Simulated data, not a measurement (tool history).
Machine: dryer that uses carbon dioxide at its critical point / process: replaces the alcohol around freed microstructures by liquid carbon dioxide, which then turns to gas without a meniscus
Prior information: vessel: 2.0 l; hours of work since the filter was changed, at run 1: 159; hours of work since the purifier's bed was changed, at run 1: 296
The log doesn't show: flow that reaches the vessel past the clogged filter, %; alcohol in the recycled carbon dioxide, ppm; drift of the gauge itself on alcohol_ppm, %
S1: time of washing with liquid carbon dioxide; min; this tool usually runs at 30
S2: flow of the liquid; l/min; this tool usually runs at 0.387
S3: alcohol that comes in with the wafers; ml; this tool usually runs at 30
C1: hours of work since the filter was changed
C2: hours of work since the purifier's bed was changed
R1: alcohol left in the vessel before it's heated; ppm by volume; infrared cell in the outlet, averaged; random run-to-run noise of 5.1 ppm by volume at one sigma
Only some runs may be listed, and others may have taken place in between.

run,hour,S1,S2,S3,C1,C2,R1
1,0,30,0.387,30,159,296,184
2,36.4,30,0.387,30,177,314,212
# hour 54.6: inlet filter changed
3,63.5,30,0.387,30,4,327,131
4,100.1,30,0.387,30,23,345,140
5,131.6,30,0.387,30,38,361,145
6,166.7,30,0.387,30,56,379,149
7,194.7,30,0.387,30,70,392,150
8,221,30,0.387,30,83,406,166
9,250.2,30,0.325,30,97,420,292
10,273,30,0.325,30,109,431,324
11,309.9,30,0.325,91,127,450,808
12,333.6,30,0.325,91,139,462,872
13,361.9,30,0.325,91,153,476,918
14,406.4,30,0.325,91,175,498,1040
# hour 429.7: inlet filter changed
15,447.7,30,0.325,91,9,518,553
16,488.8,30,0.473,91,29,538,161
17,535,30,0.4,30,52,561,160
18,567.3,21,0.387,30,68,577,501
19,598.7,21,0.387,30,84,593,541
20,636.1,21,0.387,30,103,611,558
21,672.5,23,0.387,30,121,630,456
22,694.7,23,0.387,30,132,641,473
23,713.6,33,0.39,32,141,650,198
24,740.7,20,0.413,29,155,663,614
25,766.1,30,0.387,109,167,676,628
# hour 803.8: inlet filter changed
26,803.8,30,0.387,70,0,694,248
# hour 810.7: purifier's bed changed
27,833.7,41,0.529,63,13,11,6
28,861.9,21,0.328,81,27,25,1642
29,897,18,0.4,81,45,43,1434

Run 30, settings as shown, results not yet in. Your forecast:
30,938.4,25,0.599,41,65,64,?

Run 30 gave R1 38 ppm by volume.
Had the tool carried no hidden state, the very same run would have given R1 19 ppm by volume.
